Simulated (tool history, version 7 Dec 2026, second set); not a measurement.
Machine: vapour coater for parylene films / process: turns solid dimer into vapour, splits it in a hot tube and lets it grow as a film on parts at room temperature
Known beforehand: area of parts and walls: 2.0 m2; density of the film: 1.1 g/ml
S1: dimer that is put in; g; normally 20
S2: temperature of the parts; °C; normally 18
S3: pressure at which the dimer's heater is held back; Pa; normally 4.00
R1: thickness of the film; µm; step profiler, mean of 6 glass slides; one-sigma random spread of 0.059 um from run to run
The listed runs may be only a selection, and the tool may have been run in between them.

| run | hour | S1 | S2 | S3 | R1 |
|---|---|---|---|---|---|
| 1 | 0.0 | 20 | 18 | 4.00 | 6.84 |
| 2 | 32.0 | 20 | 18 | 4.00 | 6.81 |
| 3 | 82.2 | 27 | 18 | 4.00 | 8.96 |
| 4 | 121.7 | 27 | 18 | 4.00 | 9.16 |
| 5 | 154.5 | 27 | 18 | 4.00 | 8.82 |
| 6 | 183.6 | 27 | 18 | 4.00 | 8.98 |
| 7 | 235.3 | 19 | 18 | 4.00 | 6.10 |
| 8 | 290.5 | 20 | 18 | 4.00 | 6.40 |
| 9 | 327.5 | 20 | 18 | 4.00 | 6.54 |
| 10 | 378.9 | 20 | 18 | 4.00 | 6.42 |
| 11 | 402.2 | 20 | 18 | 4.00 | 6.35 |
| 12 | 432.8 | 20 | 18 | 4.00 | 6.34 |
| 13 | 489.1 | 20 | 18 | 4.00 | 6.15 |
| 14 | 530.4 | 20 | 18 | 3.44 | 6.44 |
|  | 577.7 | trap's valve overhauled |
| 15 | 590.3 | 20 | 18 | 4.00 | 7.05 |
| 16 | 616.1 | 20 | 18 | 4.00 | 7.09 |
| 17 | 658.2 | 20 | 18 | 4.00 | 6.97 |
| 18 | 688.4 | 20 | 18 | 4.00 | 6.98 |
| 19 | 743.7 | 20 | 18 | 4.00 | 6.90 |
| 20 | 799.4 | 20 | 18 | 4.00 | 6.93 |
| 21 | 833.3 | 20 | 18 | 4.00 | 6.91 |
|  | 837.4 | table's thermometer calibrated |
| 22 | 883.3 | 20 | 18 | 4.00 | 6.90 |
| 23 | 908.8 | 20 | 18 | 4.00 | 6.97 |
| 24 | 965.4 | 20 | 13 | 7.24 | 7.31 |
|  | 1018.8 | table's thermometer calibrated, once more |
| 25 | 1022.7 | 18 | 11 | 4.63 | 7.12 |
| 26 | 1077.1 | 18 | 11 | 11.42 | 6.28 |
| 27 | 1115.7 | 20 | 18 | 3.94 | 6.39 |
| 28 | 1162.0 | 20 | 18 | 3.94 | 6.22 |
| 29 | 1190.0 | 20 | 28 | 2.77 | 4.78 |
| 30 | 1244.6 | 20 | 21 | 4.00 | 5.60 |
| 31 | 1293.8 | 20 | 21 | 4.00 | 5.58 |
| 32 | 1348.8 | 20 | 21 | 6.50 | 5.15 |
| 33 | 1397.5 | 20 | 21 | 6.50 | 5.14 |
| 34 | 1450.0 | 20 | 21 | 6.50 | 5.09 |
|  | 1480.6 | trap's valve overhauled |
| 35 | 1487.8 | 20 | 21 | 6.50 | 5.89 |
| 36 | 1527.0 | 20 | 18 | 4.00 | 6.77 |
| 37 | 1574.0 | 20 | 21 | 4.00 | 6.27 |
| 38 | 1598.9 | 20 | 24 | 4.00 | 5.58 |
| 39 | 1648.9 | 20 | 24 | 4.00 | 5.55 |
| 40 | 1706.3 | 20 | 11 | 4.00 | 8.52 |
| 41 | 1743.3 | 10 | 13 | 3.53 | 4.08 |
| 42 | 1786.2 | 10 | 13 | 3.53 | 4.12 |
| 43 | 1818.6 | 21 | 17 | 5.78 | 6.82 |
| 44 | 1873.8 | 10 | 17 | 4.15 | 3.37 |
| 45 | 1919.1 | 10 | 17 | 4.15 | 3.33 |
| 46 | 1955.9 | 10 | 27 | 7.63 | 2.20 |

What if the next run were any one of these 3? Each begins from the tool's condition after run 46:
| A | 1983.1 | 10 | 27 | 3.35 | ? |
| B | 1983.1 | 20 | 18 | 6.96 | ? |
| C | 1983.1 | 16 | 14 | 6.85 | ? |

| run | R1 |
|---|---|
| A | 2.45 |
| B | 5.95 |
| C | 5.55 |
Stripped of hidden state, with their random variation kept, the same runs would have yielded:
| run | R1 |
|---|---|
| A | 2.62 |
| B | 6.36 |
| C | 5.93 |
